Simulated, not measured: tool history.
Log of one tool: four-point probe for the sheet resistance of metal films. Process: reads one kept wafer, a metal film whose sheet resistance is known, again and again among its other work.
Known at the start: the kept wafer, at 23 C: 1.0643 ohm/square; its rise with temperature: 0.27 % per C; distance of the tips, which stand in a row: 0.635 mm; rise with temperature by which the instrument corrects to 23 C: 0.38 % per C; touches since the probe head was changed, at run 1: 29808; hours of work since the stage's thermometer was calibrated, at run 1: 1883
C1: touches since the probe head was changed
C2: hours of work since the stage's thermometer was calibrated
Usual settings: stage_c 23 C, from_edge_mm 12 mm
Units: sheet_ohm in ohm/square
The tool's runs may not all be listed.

Run 1, day 0.000: usual settings; C1 29808; C2 1883. Result: sheet_ohm 1.066048 ohm/square.
Run 2, day 2.746: usual settings; C1 33125; C2 1921. Result: sheet_ohm 1.066027 ohm/square.
Run 3, day 8.142: usual settings; C1 39646; C2 1997. Result: sheet_ohm 1.065896 ohm/square.
Run 4, day 10.717: usual settings; C1 42759; C2 2033. Result: sheet_ohm 1.066299 ohm/square.
Run 5, day 14.925: usual settings; C1 47843; C2 2092. Result: sheet_ohm 1.065992 ohm/square.
Run 6, day 19.667: usual settings; C1 53577; C2 2158. Result: sheet_ohm 1.066106 ohm/square.
Run 7, day 25.438: usual settings; C1 60551; C2 2239. Result: sheet_ohm 1.065951 ohm/square.
Run 8, day 30.650: usual settings; C1 66846; C2 2311. Result: sheet_ohm 1.066257 ohm/square.
Run 9, day 35.333: usual settings but stage_c 34 C, from_edge_mm 57 mm; C1 72509; C2 2377. Result: sheet_ohm 1.051743 ohm/square.
Run 10, day 39.612: usual settings but stage_c 19 C, from_edge_mm 20 mm; C1 77679; C2 2437. Result: sheet_ohm 1.070539 ohm/square.
Run 11, day 43.079: usual settings but stage_c 27 C; C1 81869; C2 2485. Result: sheet_ohm 1.060800 ohm/square.
Run 12, day 46.571: usual settings but stage_c 30 C, from_edge_mm 16 mm; C1 86087; C2 2534. Result: sheet_ohm 1.056583 ohm/square.
Run 13, day 49.871: usual settings but from_edge_mm 3 mm; C1 90076; C2 2580. Result: sheet_ohm 1.089179 ohm/square.
Run 14, day 52.704: usual settings but from_edge_mm 3 mm; C1 93500; C2 2620. Result: sheet_ohm 1.089751 ohm/square.

5 ways to go on from here, each from the tool as it stands after run 14. What would each give?
Run A, day 55.167: usual settings but stage_c 28 C, from_edge_mm 3 mm; C1 96477; C2 2654. Result: sheet_ohm ?.
Run B, day 55.167: usual settings but stage_c 34 C, from_edge_mm 51 mm; C1 96477; C2 2654. Result: sheet_ohm ?.
Run C, day 55.167: usual settings but stage_c 34 C, from_edge_mm 50 mm; C1 96477; C2 2654. Result: sheet_ohm ?.
Run D, day 55.167: usual settings but stage_c 25 C, from_edge_mm 47 mm; C1 96477; C2 2654. Result: sheet_ohm ?.
Run E, day 55.167: usual settings but stage_c 31 C, from_edge_mm 7 mm; C1 96477; C2 2654. Result: sheet_ohm ?.

run  sheet_ohm
  A   1.083413
  B   1.051386
  C   1.051549
  D   1.062187
  E   1.059338
Without the tool's hidden state the same runs would have given:
run  sheet_ohm
  A   1.083261
  B   1.051239
  C   1.051402
  D   1.062038
  E   1.059189

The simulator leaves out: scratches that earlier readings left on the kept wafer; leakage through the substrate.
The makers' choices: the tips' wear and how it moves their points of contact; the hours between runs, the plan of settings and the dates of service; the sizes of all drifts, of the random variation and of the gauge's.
